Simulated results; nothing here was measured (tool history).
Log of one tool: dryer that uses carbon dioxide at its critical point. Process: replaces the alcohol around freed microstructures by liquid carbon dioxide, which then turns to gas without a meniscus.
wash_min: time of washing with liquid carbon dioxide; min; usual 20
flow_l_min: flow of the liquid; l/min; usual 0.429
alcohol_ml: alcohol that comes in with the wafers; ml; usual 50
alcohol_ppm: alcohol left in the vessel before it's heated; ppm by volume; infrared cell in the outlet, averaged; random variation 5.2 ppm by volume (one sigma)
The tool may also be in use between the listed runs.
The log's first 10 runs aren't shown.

{"run": 11, "day": 8.858, "wash_min": 20, "flow_l_min": 0.429, "alcohol_ml": 50, "alcohol_ppm": 216}
{"run": 12, "day": 9.992, "wash_min": 20, "flow_l_min": 0.429, "alcohol_ml": 50, "alcohol_ppm": 229}
{"run": 13, "day": 10.908, "wash_min": 20, "flow_l_min": 0.429, "alcohol_ml": 50, "alcohol_ppm": 226}
{"run": 14, "day": 11.95, "wash_min": 20, "flow_l_min": 0.429, "alcohol_ml": 50, "alcohol_ppm": 236}
{"run": 15, "day": 13.079, "wash_min": 20, "flow_l_min": 0.429, "alcohol_ml": 62, "alcohol_ppm": 277}
{"run": 16, "day": 14.233, "wash_min": 18, "flow_l_min": 0.429, "alcohol_ml": 27, "alcohol_ppm": 235}
{"run": 17, "day": 15.112, "wash_min": 18, "flow_l_min": 0.429, "alcohol_ml": 27, "alcohol_ppm": 245}
{"run": 18, "day": 16.142, "wash_min": 20, "flow_l_min": 0.308, "alcohol_ml": 114, "alcohol_ppm": 2268}
{"run": 19, "day": 17.1, "wash_min": 20, "flow_l_min": 0.691, "alcohol_ml": 50, "alcohol_ppm": 79}
{"run": 20, "day": 17.679, "wash_min": 20, "flow_l_min": 0.407, "alcohol_ml": 84, "alcohol_ppm": 517}
{"run": 21, "day": 18.638, "wash_min": 22, "flow_l_min": 0.611, "alcohol_ml": 51, "alcohol_ppm": 92}
{"run": 22, "day": 19.75, "wash_min": 22, "flow_l_min": 0.611, "alcohol_ml": 51, "alcohol_ppm": 80}
{"day": 20.267, "done": "inlet filter changed"}
{"run": 23, "day": 20.604, "wash_min": 22, "flow_l_min": 0.611, "alcohol_ml": 51, "alcohol_ppm": 98}
{"run": 24, "day": 21.217, "wash_min": 24, "flow_l_min": 0.429, "alcohol_ml": 50, "alcohol_ppm": 105}
{"run": 25, "day": 22.133, "wash_min": 24, "flow_l_min": 0.429, "alcohol_ml": 50, "alcohol_ppm": 116}
{"run": 26, "day": 23.321, "wash_min": 24, "flow_l_min": 0.429, "alcohol_ml": 50, "alcohol_ppm": 112}
{"run": 27, "day": 24.671, "wash_min": 31, "flow_l_min": 0.532, "alcohol_ml": 29, "alcohol_ppm": 92}
{"run": 28, "day": 25.933, "wash_min": 20, "flow_l_min": 0.429, "alcohol_ml": 29, "alcohol_ppm": 139}
{"run": 29, "day": 26.696, "wash_min": 30, "flow_l_min": 0.566, "alcohol_ml": 61, "alcohol_ppm": 98}
{"run": 30, "day": 27.288, "wash_min": 12, "flow_l_min": 0.335, "alcohol_ml": 23, "alcohol_ppm": 1342}

Forecast each of these 3 alternatives for the next run:
{"run": "A", "day": 28.362, "wash_min": 20, "flow_l_min": 0.429, "alcohol_ml": 31, "alcohol_ppm": "?"}
{"run": "B", "day": 28.362, "wash_min": 20, "flow_l_min": 0.429, "alcohol_ml": 28, "alcohol_ppm": "?"}
{"run": "C", "day": 28.362, "wash_min": 18, "flow_l_min": 0.49, "alcohol_ml": 28, "alcohol_ppm": "?"}

run=A alcohol_ppm=152
run=B alcohol_ppm=144
run=C alcohol_ppm=143
Without the tool's hidden state the same runs would have given:
run=A alcohol_ppm=53
run=B alcohol_ppm=43
run=C alcohol_ppm=44
